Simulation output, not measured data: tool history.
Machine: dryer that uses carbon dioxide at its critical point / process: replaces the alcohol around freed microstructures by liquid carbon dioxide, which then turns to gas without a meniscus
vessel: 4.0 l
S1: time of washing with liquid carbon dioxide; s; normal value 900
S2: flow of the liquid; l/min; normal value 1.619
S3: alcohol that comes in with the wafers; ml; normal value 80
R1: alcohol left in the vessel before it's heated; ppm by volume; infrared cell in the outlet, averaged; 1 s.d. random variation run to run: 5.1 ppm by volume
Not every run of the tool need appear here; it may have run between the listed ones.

Run 1, hour 0: usual settings. Result: R1 117 ppm by volume.
Run 2, hour 22.3: usual settings. Result: R1 115 ppm by volume.
Run 3, hour 42.1: usual settings but S2 1.43 l/min. Result: R1 165 ppm by volume.
Run 4, hour 71.2: usual settings but S2 1.43 l/min. Result: R1 175 ppm by volume.
Run 5, hour 107.4: usual settings but S1 600 s, S2 1.43 l/min. Result: R1 715 ppm by volume.
Run 6, hour 137.7: usual settings but S1 600 s, S2 2.54 l/min. Result: R1 93 ppm by volume.
Run 7, hour 160.2: usual settings. Result: R1 124 ppm by volume.
Run 8, hour 183.5: usual settings. Result: R1 120 ppm by volume.
Run 9, hour 209.2: usual settings. Result: R1 127 ppm by volume.
Run 10, hour 244.6: usual settings but S1 840 s, S2 1.99 l/min, S3 38 ml. Result: R1 81 ppm by volume.
Run 11, hour 276.5: usual settings but S1 840 s, S2 1.99 l/min, S3 38 ml. Result: R1 72 ppm by volume.
Run 12, hour 300.2: usual settings but S1 840 s, S3 20 ml. Result: R1 103 ppm by volume.
Run 13, hour 333.9: usual settings but S1 840 s, S3 20 ml. Result: R1 99 ppm by volume.
Run 14, hour 361.9: usual settings but S3 73 ml. Result: R1 137 ppm by volume.
Run 15, hour 396.1: usual settings but S3 73 ml. Result: R1 141 ppm by volume.

Subtracting, for every run, the result it would have given without the tool's unlogged condition from the measured result gives the following. The same run-to-run variation enters both numbers; the gauge's scatter may not:
Hidden state at play: flow that reaches the vessel past the clogged filter, %; alcohol in the recycled carbon dioxide, ppm; drift of the gauge itself on alcohol_ppm, %.
run   R1
  1  +60
  2  +58
  3  +62
  4  +65
  5  +84
  6  +65
  7  +69
  8  +71
  9  +71
 10  +68
 11  +69
 12  +74
 13  +76
 14  +81
 15  +82
